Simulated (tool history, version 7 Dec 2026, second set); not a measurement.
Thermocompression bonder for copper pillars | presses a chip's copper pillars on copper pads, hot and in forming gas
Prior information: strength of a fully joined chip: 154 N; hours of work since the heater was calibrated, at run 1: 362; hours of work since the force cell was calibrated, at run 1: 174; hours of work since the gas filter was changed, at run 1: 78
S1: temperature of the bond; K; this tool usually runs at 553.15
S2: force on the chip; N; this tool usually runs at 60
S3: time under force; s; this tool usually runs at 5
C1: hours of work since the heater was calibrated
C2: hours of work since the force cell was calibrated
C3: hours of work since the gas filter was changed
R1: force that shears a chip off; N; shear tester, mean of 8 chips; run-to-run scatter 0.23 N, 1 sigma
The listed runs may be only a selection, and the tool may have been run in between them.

run 1 hour=0.0 | S1=553.15 S2=60 S3=5 | C1=362 C2=174 C3=78 | R1=69.0
run 2 hour=11.1 | S1=553.15 S2=60 S3=5 | C1=371 C2=182 C3=86 | R1=68.9
run 3 hour=21.0 | S1=553.15 S2=60 S3=5 | C1=378 C2=190 C3=93 | R1=69.0
run 4 hour=28.3 | S1=553.15 S2=60 S3=5 | C1=383 C2=195 C3=99 | R1=68.6
-- hour=34.8 forming gas filter changed
run 5 hour=35.9 | S1=553.15 S2=38 S3=5 | C1=389 C2=201 C3=1 | R1=41.4
run 6 hour=48.6 | S1=553.15 S2=38 S3=5 | C1=398 C2=210 C3=10 | R1=41.2
run 7 hour=61.8 | S1=581.15 S2=60 S3=5 | C1=408 C2=220 C3=20 | R1=95.5
run 8 hour=73.7 | S1=553.15 S2=60 S3=5 | C1=417 C2=229 C3=29 | R1=69.9
run 9 hour=85.0 | S1=553.15 S2=60 S3=5 | C1=426 C2=238 C3=38 | R1=70.5
run 10 hour=92.4 | S1=553.15 S2=60 S3=5 | C1=431 C2=243 C3=43 | R1=69.8
run 11 hour=101.2 | S1=553.15 S2=60 S3=3 | C1=438 C2=250 C3=50 | R1=57.3
run 12 hour=115.2 | S1=553.15 S2=60 S3=5 | C1=448 C2=260 C3=61 | R1=69.4
run 13 hour=130.3 | S1=553.15 S2=60 S3=5 | C1=460 C2=272 C3=72 | R1=69.3
run 14 hour=142.3 | S1=553.15 S2=60 S3=5 | C1=469 C2=281 C3=81 | R1=69.0
run 15 hour=149.8 | S1=553.15 S2=39 S3=5 | C1=475 C2=286 C3=87 | R1=41.8
run 16 hour=163.4 | S1=553.15 S2=60 S3=8 | C1=485 C2=296 C3=97 | R1=81.0
-- hour=173.3 forming gas filter changed
run 17 hour=179.1 | S1=553.15 S2=60 S3=5 | C1=496 C2=308 C3=4 | R1=70.4
run 18 hour=187.4 | S1=553.15 S2=60 S3=5 | C1=502 C2=314 C3=11 | R1=69.8
run 19 hour=200.4 | S1=553.15 S2=60 S3=5 | C1=512 C2=324 C3=20 | R1=69.9
run 20 hour=206.8 | S1=553.15 S2=60 S3=5 | C1=517 C2=329 C3=25 | R1=69.5
run 21 hour=214.3 | S1=553.15 S2=60 S3=5 | C1=523 C2=334 C3=31 | R1=69.6
run 22 hour=222.2 | S1=553.15 S2=60 S3=5 | C1=529 C2=340 C3=37 | R1=69.9
run 23 hour=230.4 | S1=579.15 S2=37 S3=6 | C1=535 C2=346 C3=43 | R1=60.3
run 24 hour=241.7 | S1=543.15 S2=68 S3=12 | C1=543 C2=355 C3=51 | R1=93.0
run 25 hour=250.6 | S1=575.15 S2=60 S3=5 | C1=550 C2=362 C3=58 | R1=89.3
run 26 hour=263.9 | S1=575.15 S2=60 S3=5 | C1=560 C2=372 C3=68 | R1=88.8
run 27 hour=274.3 | S1=568.15 S2=59 S3=14 | C1=568 C2=380 C3=76 | R1=109.6
run 28 hour=289.2 | S1=530.15 S2=86 S3=10 | C1=579 C2=391 C3=87 | R1=92.7
run 29 hour=299.0 | S1=530.15 S2=86 S3=10 | C1=586 C2=398 C3=95 | R1=92.7
-- hour=311.0 forming gas filter changed
run 30 hour=314.3 | S1=533.15 S2=55 S3=5 | C1=597 C2=409 C3=2 | R1=47.4
run 31 hour=323.9 | S1=542.15 S2=78 S3=5 | C1=605 C2=416 C3=10 | R1=80.6
run 32 hour=331.3 | S1=553.15 S2=60 S3=3 | C1=610 C2=422 C3=15 | R1=57.4
run 33 hour=342.1 | S1=551.15 S2=89 S3=13 | C1=618 C2=430 C3=23 | R1=124.5
run 34 hour=356.4 | S1=573.15 S2=60 S3=5 | C1=629 C2=441 C3=34 | R1=87.3
run 35 hour=369.8 | S1=528.15 S2=49 S3=3 | C1=639 C2=451 C3=44 | R1=30.0
run 36 hour=384.0 | S1=528.15 S2=49 S3=3 | C1=650 C2=462 C3=55 | R1=29.7
run 37 hour=394.0 | S1=528.15 S2=49 S3=3 | C1=657 C2=469 C3=62 | R1=29.7
run 38 hour=401.9 | S1=551.15 S2=83 S3=7 | C1=663 C2=475 C3=68 | R1=101.7
run 39 hour=408.6 | S1=551.15 S2=83 S3=7 | C1=668 C2=480 C3=73 | R1=101.4
run 40 hour=423.4 | S1=551.15 S2=83 S3=8 | C1=680 C2=491 C3=85 | R1=105.0
run 41 hour=437.9 | S1=551.15 S2=83 S3=8 | C1=690 C2=502 C3=95 | R1=104.5

Some steps in R1, run to run, broken into two amounts with sign: the step expected even without the hidden condition (settings, incoming material, random variation), and the rest, left for the hidden condition together with whatever gauge scatter is not in both the measured and the hidden-condition-free result:
What the log doesn't record here: true temperature of the bond over the reading, C; force that reaches the chip, % of what is set; oxide that the forming gas leaves, % of the face; drift of the gauge itself on shear_n, %.
Run 4 -> 5: S2 60 -> 38, forming gas filter changed. R1 -27.2 N: hidden state +1.9, all else -29.1.
Run 29 -> 30: S1 530.15 -> 533.15, S2 86 -> 55, S3 10 -> 5, forming gas filter changed. R1 -45.3 N: hidden state +2.4, all else -47.7.
Run 32 -> 33: S1 553.15 -> 551.15, S2 60 -> 89, S3 3 -> 13. R1 +67.1 N: hidden state -0.6, all else +67.7.
Run 34 -> 35: S1 573.15 -> 528.15, S2 60 -> 49, S3 5 -> 3. R1 -57.3 N: hidden state +0.9, all else -58.2.
Run 37 -> 38: S1 528.15 -> 551.15, S2 49 -> 83, S3 3 -> 7. R1 +72.0 N: hidden state -2.0, all else +74.0.
